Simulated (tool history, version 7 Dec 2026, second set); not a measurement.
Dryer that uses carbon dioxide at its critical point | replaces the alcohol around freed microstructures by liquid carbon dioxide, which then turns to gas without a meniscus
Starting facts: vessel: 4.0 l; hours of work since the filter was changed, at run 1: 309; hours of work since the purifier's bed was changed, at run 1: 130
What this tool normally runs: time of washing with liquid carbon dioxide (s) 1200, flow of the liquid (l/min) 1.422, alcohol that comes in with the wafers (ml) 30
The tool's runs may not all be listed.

| run | hour | time of washing with liquid carbon dioxide (s) | flow of the liquid (l/min) | alcohol that comes in with the wafers (ml) | hours of work since the filter was changed | hours of work since the purifier's bed was changed | alcohol left in the vessel before it's heated (ppm by volume) |
|---|---|---|---|---|---|---|---|
| 1 | 0 | 1200 | 1.422 | 30 | 309 | 130 | 106 |
| 2 | 11 | 1200 | 1.39 | 30 | 314 | 135 | 112 |
|  | 18 | inlet filter changed |
| 3 | 28.6 | 1200 | 1.39 | 30 | 5 | 142 | 88 |
| 4 | 48.5 | 1200 | 1.39 | 30 | 13 | 151 | 91 |
| 5 | 65.6 | 1200 | 1.422 | 30 | 20 | 158 | 95 |
| 6 | 76.5 | 1620 | 1.2 | 84 | 25 | 163 | 101 |
| 7 | 92 | 1620 | 1.2 | 84 | 32 | 169 | 109 |
| 8 | 108.9 | 1200 | 1.52 | 30 | 39 | 177 | 80 |
| 9 | 122.4 | 1200 | 1.52 | 30 | 45 | 182 | 79 |
| 10 | 136.7 | 1200 | 1.52 | 30 | 51 | 189 | 86 |

The logged runs with the hidden state left out (each run's random variation unchanged):
Hidden conditions of the tool in this case: flow that reaches the vessel past the clogged filter, %; alcohol in the recycled carbon dioxide, ppm; drift of the gauge itself on alcohol_ppm, %.
| run | alcohol left in the vessel before it's heated (ppm by volume) |
|---|---|
| 1 | 56 |
| 2 | 59 |
| 3 | 55 |
| 4 | 55 |
| 5 | 57 |
| 6 | 61 |
| 7 | 67 |
| 8 | 37 |
| 9 | 36 |
| 10 | 41 |
